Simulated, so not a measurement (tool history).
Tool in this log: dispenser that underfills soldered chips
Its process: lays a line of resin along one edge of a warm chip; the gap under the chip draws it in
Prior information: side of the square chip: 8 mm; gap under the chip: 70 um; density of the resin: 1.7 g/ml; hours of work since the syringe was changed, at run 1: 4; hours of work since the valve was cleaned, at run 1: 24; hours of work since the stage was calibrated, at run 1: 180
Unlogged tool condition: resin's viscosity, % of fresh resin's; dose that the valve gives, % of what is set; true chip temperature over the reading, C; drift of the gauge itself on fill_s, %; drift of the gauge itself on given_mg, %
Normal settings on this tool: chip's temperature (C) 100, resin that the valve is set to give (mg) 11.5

| run | day | chip's temperature (C) | resin that the valve is set to give (mg) | hours of work since the syringe was changed | hours of work since the valve was cleaned | hours of work since the stage was calibrated | time until the resin shows at the far edge (s) | resin that the valve gave (mg) |
|---|---|---|---|---|---|---|---|---|
| 1 | 0.000 | 100 | 11.5 | 4 | 24 | 180 | 26.6 | 11.35 |
| 2 | 0.125 | 100 | 11.5 | 7 | 26 | 182 | 30.6 | 11.29 |
|  | 0.208 | new syringe of resin |
| 3 | 0.296 | 98 | 11.5 | 2 | 29 | 185 | 22.9 | 11.20 |
| 4 | 0.462 | 98 | 11.5 | 5 | 32 | 188 | 28.6 | 11.08 |
| 5 | 0.604 | 98 | 11.5 | 7 | 35 | 191 | 34.8 | 11.21 |
|  | 0.658 | new syringe of resin |
| 6 | 0.838 | 98 | 11.5 | 3 | 39 | 195 | 26.3 | 11.14 |
| 7 | 1.008 | 98 | 11.5 | 6 | 42 | 198 | 32.6 | 11.10 |
|  | 1.108 | new syringe of resin |
| 8 | 1.129 | 100 | 11.5 | 0 | 44 | 200 | 19.4 | 11.16 |
| 9 | 1.258 | 100 | 11.5 | 3 | 46 | 202 | 23.3 | 11.04 |
| 10 | 1.442 | 100 | 11.5 | 6 | 50 | 206 | 29.1 | 11.05 |
|  | 1.571 | new syringe of resin |
| 11 | 1.704 | 100 | 11.5 | 2 | 54 | 210 | 23.3 | 11.01 |
| 12 | 1.825 | 100 | 11.4 | 5 | 56 | 212 | 26.9 | 10.80 |
| 13 | 1.962 | 100 | 14.1 | 7 | 59 | 215 | 31.1 | 13.42 |
|  | 2.017 | new syringe of resin |
| 14 | 2.158 | 100 | 14.1 | 3 | 62 | 218 | 22.4 | 13.41 |
| 15 | 2.392 | 100 | 14.1 | 7 | 66 | 222 | 31.0 | 13.36 |
|  | 2.467 | new syringe of resin |
| 16 | 2.629 | 100 | 14.1 | 3 | 71 | 226 | 23.1 | 13.25 |
| 17 | 2.846 | 100 | 14.1 | 7 | 75 | 230 | 30.2 | 13.22 |
|  | 2.912 | new syringe of resin |
| 18 | 3.017 | 100 | 11.5 | 2 | 77 | 233 | 22.9 | 10.80 |
| 19 | 3.221 | 100 | 13.2 | 6 | 81 | 237 | 27.9 | 12.28 |
|  | 3.362 | new syringe of resin |
| 20 | 3.400 | 98 | 10.9 | 1 | 84 | 240 | 22.9 | 10.08 |
| 21 | 3.571 | 98 | 10.9 | 4 | 87 | 243 | 27.8 | 10.10 |
|  | 3.808 | new syringe of resin |
| 22 | 3.808 | 86 | 13.7 | 0 | 91 | 247 | 34.1 | 12.64 |
| 23 | 4.050 | 86 | 13.7 | 4 | 96 | 252 | 46.9 | 12.68 |
|  | 4.262 | new syringe of resin |
| 24 | 4.262 | 101 | 14.1 | 0 | 99 | 255 | 18.1 | 12.88 |
| 25 | 4.458 | 97 | 13.2 | 4 | 103 | 259 | 28.0 | 11.97 |
| 26 | 4.596 | 97 | 13.2 | 6 | 106 | 261 | 32.8 | 12.01 |
|  | 4.712 | new syringe of resin |
| 27 | 4.767 | 97 | 13.2 | 1 | 108 | 264 | 22.3 | 12.03 |
| 28 | 4.958 | 97 | 13.2 | 4 | 112 | 268 | 29.1 | 11.96 |
| 29 | 5.117 | 108 | 11.5 | 7 | 115 | 271 | 24.0 | 10.47 |
|  | 5.171 | new syringe of resin |
| 30 | 5.379 | 95 | 10.5 | 4 | 119 | 275 | 31.1 | 9.45 |
| 31 | 5.538 | 95 | 10.5 | 7 | 122 | 278 | 38.4 | 9.47 |
|  | 5.629 | new syringe of resin |
| 32 | 5.804 | 109 | 11.5 | 3 | 127 | 283 | 17.1 | 10.24 |
|  | 5.904 | dispensing valve cleaned and set on the balance |
| 33 | 5.996 | 99 | 12.8 | 6 | 2 | 285 | 29.9 | 12.75 |
|  | 6.117 | new syringe of resin |
| 34 | 6.171 | 99 | 12.8 | 1 | 5 | 288 | 21.5 | 12.71 |
| 35 | 6.379 | 96 | 14.0 | 5 | 8 | 292 | 30.3 | 13.93 |

Alternative continuations, all from the tool just after run 35; predict every row:
| A | 6.496 | 94 | 12.3 | 7 | 11 | 294 | ? | ? |
| B | 6.496 | 110 | 11.5 | 7 | 11 | 294 | ? | ? |
| C | 6.496 | 113 | 14.7 | 7 | 11 | 294 | ? | ? |
| D | 6.496 | 111 | 11.7 | 7 | 11 | 294 | ? | ? |

| run | time until the resin shows at the far edge (s) | resin that the valve gave (mg) |
|---|---|---|
| A | 38.2 | 12.27 |
| B | 20.3 | 11.41 |
| C | 17.9 | 14.62 |
| D | 19.9 | 11.60 |
Take away the tool's hidden state, keep each run's random variation, and the runs would have read:
| run | time until the resin shows at the far edge (s) | resin that the valve gave (mg) |
|---|---|---|
| A | 24.1 | 12.37 |
| B | 12.7 | 11.49 |
| C | 11.3 | 14.73 |
| D | 12.7 | 11.69 |
